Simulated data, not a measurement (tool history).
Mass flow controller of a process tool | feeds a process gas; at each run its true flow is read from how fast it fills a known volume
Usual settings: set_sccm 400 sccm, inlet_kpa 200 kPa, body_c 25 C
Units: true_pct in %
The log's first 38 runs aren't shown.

run	hour	set_sccm	inlet_kpa	body_c	true_pct
39	6021.0	400	149	23	98.89
40	6124.1	902	231	28	99.93
41	6266.5	742	142	28	99.17
42	6364.9	742	225	21	100.25
43	6583.6	466	240	29	99.00
44	6767.4	306	240	21	99.73
45	6897.9	306	240	21	99.82
46	7052.9	322	211	28	99.05
47	7192.4	116	140	37	98.77
48	7353.9	116	140	37	99.18

4 ways to go on from here, each from the tool as it stands after run 48. What would each give?
A	7551.2	400	180	23	?
B	7551.2	125	210	30	?
C	7551.2	469	200	25	?
D	7551.2	276	200	25	?

run	true_pct
A	99.88
B	100.28
C	99.83
D	99.80
Without the tool's hidden state the same runs would have given:
run	true_pct
A	98.58
B	97.24
C	98.65
D	98.14
